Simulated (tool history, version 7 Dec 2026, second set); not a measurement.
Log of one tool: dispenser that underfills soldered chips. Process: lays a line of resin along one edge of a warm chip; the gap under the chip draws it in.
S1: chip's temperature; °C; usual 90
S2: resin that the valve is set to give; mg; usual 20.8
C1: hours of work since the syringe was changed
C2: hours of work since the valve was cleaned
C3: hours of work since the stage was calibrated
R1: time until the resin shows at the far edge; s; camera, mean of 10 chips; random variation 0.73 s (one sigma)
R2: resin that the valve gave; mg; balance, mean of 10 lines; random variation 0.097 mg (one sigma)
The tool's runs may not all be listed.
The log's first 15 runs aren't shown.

run,hour,S1,S2,C1,C2,C3,R1,R2
# hour 96.7: new syringe of resin
16,96.7,80,19.6,0,32,119,109.4,19.34
17,104.4,80,19.6,5,38,124,161.8,19.10
# hour 105.2: new syringe of resin
# hour 114.0: new syringe of resin
18,114.4,80,19.6,0,44,131,109.4,19.03
19,120.7,93,22.8,5,48,135,76.8,22.32
# hour 122.3: new syringe of resin
20,127.0,90,20.7,3,53,139,83.2,20.24
# hour 130.7: new syringe of resin
21,134.0,90,20.7,2,57,144,77.4,20.01
# hour 138.9: new syringe of resin
22,139.8,87,21.1,1,61,148,80.1,20.24
# hour 147.4: new syringe of resin
23,147.8,103,20.4,0,66,153,37.6,19.75
# hour 155.6: new syringe of resin
24,155.8,94,22.2,0,72,159,54.1,21.29
25,161.5,90,25.8,4,76,163,85.4,24.74
# hour 163.7: new syringe of resin
26,167.2,85,26.2,2,79,166,94.7,24.91
# hour 172.4: new syringe of resin
27,174.4,82,18.2,1,84,171,113.3,17.27
28,179.8,89,26.9,5,88,175,93.7,25.49
# hour 180.7: new syringe of resin
# hour 188.8: new syringe of resin
29,189.2,85,26.9,0,94,181,84.4,25.41
30,194.8,103,26.6,4,98,185,48.3,25.01
# hour 197.4: new syringe of resin
31,204.3,85,25.6,5,104,191,113.7,23.91

Run 32 comes next. What will it give?
# hour 205.6: new syringe of resin
32,212.7,103,18.5,5,110,197,?,?

{"run 32": {"R1": 55.3, "R2": 17.22}}
Without the tool's hidden state the same run would have given R1 38.7 s, R2 18.45 mg.
